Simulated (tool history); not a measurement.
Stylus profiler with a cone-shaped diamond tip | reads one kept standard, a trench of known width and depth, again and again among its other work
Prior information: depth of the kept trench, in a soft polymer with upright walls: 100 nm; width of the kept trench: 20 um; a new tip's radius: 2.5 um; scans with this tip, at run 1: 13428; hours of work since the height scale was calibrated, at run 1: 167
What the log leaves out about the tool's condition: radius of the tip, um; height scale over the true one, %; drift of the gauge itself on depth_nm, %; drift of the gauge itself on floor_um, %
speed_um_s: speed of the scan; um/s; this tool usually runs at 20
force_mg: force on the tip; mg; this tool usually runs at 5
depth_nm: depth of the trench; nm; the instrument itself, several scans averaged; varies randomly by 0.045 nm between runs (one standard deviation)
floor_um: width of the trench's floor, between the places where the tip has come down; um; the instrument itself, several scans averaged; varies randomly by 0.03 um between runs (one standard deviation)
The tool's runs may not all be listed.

run   hour  speed_um_s  force_mg  scans with this tip  hours of work since the height scale was calibrated  depth_nm  floor_um
  1      0          20         5                13428                                                  167    102.53     18.05
  2   43.2          20         5                13730                                                  198    102.41     18.02
  3     87          20         5                14035                                                  230    102.52     17.99
  4  133.2          20     10.84                14358                                                  263    104.26     18.06
  5  192.3          20     10.84                14771                                                  306    104.25     18.05
  6  241.3           8      2.38                15112                                                  341     101.4     18.04
  7  274.4          20     12.69                15344                                                  365     104.7     18.03
  8  305.7          11      9.97                15562                                                  387    104.06        18
  9  336.5           9      2.76                15777                                                  410    101.48        18
 10  405.1           5      2.83                16256                                                  459    101.53     17.96

Branching from run 10: 5 alternative next runs. What would each branch give?
  A  456.3          76     14.96                16614                                                  496         ?         ?
  B  456.3          33      2.08                16614                                                  496         ?         ?
  C  456.3          59      6.98                16614                                                  496         ?         ?
  D  456.3          20      6.98                16614                                                  496         ?         ?
  E  456.3           6      6.24                16614                                                  496         ?         ?

run  depth_nm  floor_um
  A    105.26     17.92
  B    101.23     17.89
  C    103.12     17.89
  D    103.08     17.97
  E     102.8     18.03
Without the tool's unlogged condition, the same runs would have read:
run  depth_nm  floor_um
  A    105.55     18.52
  B    101.51      18.5
  C     103.4     18.49
  D    103.36     18.57
  E    103.08     18.63

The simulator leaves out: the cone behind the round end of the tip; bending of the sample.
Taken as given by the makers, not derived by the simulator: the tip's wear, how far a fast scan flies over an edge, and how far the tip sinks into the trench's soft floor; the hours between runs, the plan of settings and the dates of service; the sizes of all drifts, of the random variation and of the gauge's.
